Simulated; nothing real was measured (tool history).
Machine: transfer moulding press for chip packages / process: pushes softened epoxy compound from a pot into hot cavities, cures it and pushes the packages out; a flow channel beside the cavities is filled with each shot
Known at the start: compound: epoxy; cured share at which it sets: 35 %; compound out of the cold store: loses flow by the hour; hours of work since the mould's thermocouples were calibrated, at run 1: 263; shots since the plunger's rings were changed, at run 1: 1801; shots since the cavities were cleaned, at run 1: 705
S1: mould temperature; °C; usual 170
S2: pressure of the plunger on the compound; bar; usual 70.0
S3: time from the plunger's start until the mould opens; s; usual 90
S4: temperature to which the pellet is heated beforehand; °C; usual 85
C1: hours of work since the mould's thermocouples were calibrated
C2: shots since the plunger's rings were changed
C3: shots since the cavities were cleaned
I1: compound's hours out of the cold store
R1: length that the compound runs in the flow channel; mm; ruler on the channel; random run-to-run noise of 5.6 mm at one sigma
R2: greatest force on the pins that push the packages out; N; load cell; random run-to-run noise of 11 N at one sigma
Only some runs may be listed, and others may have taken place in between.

Run 1, hour 0.0: usual settings; C1 263; C2 1801; C3 705; I1 47.7. Result: R1 561 mm, R2 496 N.
At hour 3.7: cavities cleaned with cleaning compound and waxed.
Run 2, hour 48.7: usual settings but S2 66.8 bar; C1 295; C2 2499; C3 665; I1 46.5. Result: R1 540 mm, R2 493 N.
At hour 56.2: cavities cleaned with cleaning compound and waxed.
Run 3, hour 96.5: usual settings but S2 66.8 bar; C1 327; C2 3182; C3 596; I1 8.9. Result: R1 618 mm, R2 529 N.
At hour 110.6: cavities cleaned with cleaning compound and waxed.
Run 4, hour 147.3: usual settings but S2 66.8 bar; C1 361; C2 3912; C3 543; I1 32.3. Result: R1 567 mm, R2 498 N.
At hour 162.9: cavities cleaned with cleaning compound and waxed.
Run 5, hour 174.3: usual settings but S2 66.8 bar; C1 379; C2 4288; C3 167; I1 37.2. Result: R1 564 mm, R2 503 N.
At hour 215.1: cavities cleaned with cleaning compound and waxed.
Run 6, hour 223.5: usual settings but S2 66.8 bar; C1 412; C2 4993; C3 124; I1 39.3. Result: R1 555 mm, R2 515 N.
Run 7, hour 256.1: usual settings but S2 66.8 bar; C1 434; C2 5475; C3 606; I1 30.8. Result: R1 572 mm, R2 515 N.
At hour 267.7: cavities cleaned with cleaning compound and waxed.
Run 8, hour 279.0: usual settings; C1 449; C2 5791; C3 167; I1 40.5. Result: R1 571 mm, R2 498 N.
At hour 314.5: plunger's sealing rings changed.
At hour 323.2: cavities cleaned with cleaning compound and waxed.
Run 9, hour 326.8: usual settings; C1 479; C2 158; C3 53; I1 28.3. Result: R1 587 mm, R2 508 N.
Run 10, hour 372.0: usual settings; C1 510; C2 827; C3 722; I1 46.6. Result: R1 557 mm, R2 504 N.
At hour 375.8: cavities cleaned with cleaning compound and waxed.
Run 11, hour 423.3: usual settings but S2 54.1 bar; C1 545; C2 1564; C3 703; I1 31.1. Result: R1 503 mm, R2 518 N.
At hour 429.3: cavities cleaned with cleaning compound and waxed.
Run 12, hour 470.0: usual settings but S2 54.1 bar; C1 576; C2 2231; C3 601; I1 12.9. Result: R1 546 mm, R2 510 N.
At hour 482.3: cavities cleaned with cleaning compound and waxed.
Run 13, hour 512.0: usual settings but S2 87.8 bar; C1 604; C2 2829; C3 438; I1 46.1. Result: R1 628 mm, R2 509 N.
At hour 535.5: cavities cleaned with cleaning compound and waxed.
Run 14, hour 550.2: usual settings but S2 79.8 bar, S3 89 s; C1 629; C2 3372; C3 218; I1 45.6. Result: R1 594 mm, R2 503 N.
Run 15, hour 574.6: usual settings but S1 166 °C, S3 86 s, S4 86 °C; C1 646; C2 3732; C3 578; I1 32.0. Result: R1 582 mm, R2 684 N.
At hour 581.2: mould's thermocouples calibrated.
At hour 589.4: cavities cleaned with cleaning compound and waxed.
Run 16, hour 616.9: usual settings but S1 166 °C, S2 60.7 bar, S3 86 s, S4 82 °C; C1 24; C2 4306; C3 407; I1 16.8. Result: R1 562 mm, R2 774 N.
At hour 640.3: cavities cleaned with cleaning compound and waxed.
Run 17, hour 640.3: usual settings but S1 176 °C, S2 53.1 bar, S3 111 s, S4 92 °C; C1 39; C2 4630; C3 0; I1 36.7. Result: R1 487 mm, R2 410 N.
Run 18, hour 666.5: usual settings but S1 173 °C, S2 54.6 bar, S4 77 °C; C1 57; C2 5017; C3 387; I1 23.7. Result: R1 526 mm, R2 466 N.
At hour 692.5: cavities cleaned with cleaning compound and waxed.
Run 19, hour 712.9: usual settings but S1 173 °C, S2 54.6 bar, S4 77 °C; C1 88; C2 5681; C3 302; I1 40.0. Result: R1 496 mm, R2 462 N.
Run 20, hour 740.5: usual settings but S1 173 °C, S2 54.6 bar, S4 77 °C; C1 107; C2 6089; C3 710; I1 10.4. Result: R1 540 mm, R2 472 N.
At hour 745.0: cavities cleaned with cleaning compound and waxed.
At hour 757.3: plunger's sealing rings changed.
Run 21, hour 792.8: usual settings but S1 173 °C, S2 54.6 bar, S4 77 °C; C1 140; C2 525; C3 670; I1 36.1. Result: R1 496 mm, R2 461 N.
At hour 798.7: cavities cleaned with cleaning compound and waxed.
Run 22, hour 828.0: usual settings but S1 173 °C, S2 54.6 bar, S3 120 s, S4 86 °C; C1 163; C2 1023; C3 433; I1 47.8. Result: R1 482 mm, R2 408 N.
At hour 852.1: cavities cleaned with cleaning compound and waxed.
Run 23, hour 858.9: usual settings but S1 173 °C, S2 54.6 bar, S3 120 s, S4 86 °C; C1 184; C2 1457; C3 100; I1 14.9. Result: R1 534 mm, R2 405 N.
Run 24, hour 885.9: usual settings but S1 173 °C, S2 54.6 bar, S3 120 s, S4 86 °C; C1 202; C2 1855; C3 498; I1 15.6. Result: R1 540 mm, R2 419 N.
At hour 903.4: cavities cleaned with cleaning compound and waxed.
Run 25, hour 920.9: usual settings but S1 173 °C, S2 54.6 bar, S3 120 s, S4 86 °C; C1 225; C2 2351; C3 258; I1 42.8. Result: R1 498 mm, R2 425 N.
Run 26, hour 942.5: usual settings but S1 173 °C, S2 54.6 bar, S3 120 s, S4 86 °C; C1 240; C2 2671; C3 578; I1 45.3. Result: R1 491 mm, R2 414 N.

Predict each of these 5 candidate next runs independently; none follows another, all start after run 26:
At hour 956.7: cavities cleaned with cleaning compound and waxed.
Run A, hour 964.3: usual settings but S2 87.5 bar, S3 105 s, S4 93 °C; C1 254; C2 2970; C3 112; I1 21.2. Result: R1 ?, R2 ?.
At hour 956.7: cavities cleaned with cleaning compound and waxed.
Run B, hour 964.3: usual settings but S2 55.7 bar, S3 94 s; C1 254; C2 2970; C3 112; I1 33.4. Result: R1 ?, R2 ?.
At hour 956.7: cavities cleaned with cleaning compound and waxed.
Run C, hour 964.3: usual settings but S1 173 °C, S2 54.6 bar, S3 123 s, S4 86 °C; C1 254; C2 2970; C3 112; I1 9.5. Result: R1 ?, R2 ?.
At hour 956.7: cavities cleaned with cleaning compound and waxed.
Run D, hour 964.3: usual settings but S1 173 °C, S2 52.2 bar, S3 103 s, S4 86 °C; C1 254; C2 2970; C3 112; I1 16.3. Result: R1 ?, R2 ?.
At hour 956.7: cavities cleaned with cleaning compound and waxed.
Run E, hour 964.3: usual settings but S4 80 °C; C1 254; C2 2970; C3 112; I1 40.8. Result: R1 ?, R2 ?.

run   R1   R2
  A  684  431
  B  511  481
  C  556  442
  D  521  417
  E  561  511
What these runs would have given with no unlogged condition in the tool:
run   R1   R2
  A  685  428
  B  512  478
  C  557  439
  D  522  414
  E  562  508

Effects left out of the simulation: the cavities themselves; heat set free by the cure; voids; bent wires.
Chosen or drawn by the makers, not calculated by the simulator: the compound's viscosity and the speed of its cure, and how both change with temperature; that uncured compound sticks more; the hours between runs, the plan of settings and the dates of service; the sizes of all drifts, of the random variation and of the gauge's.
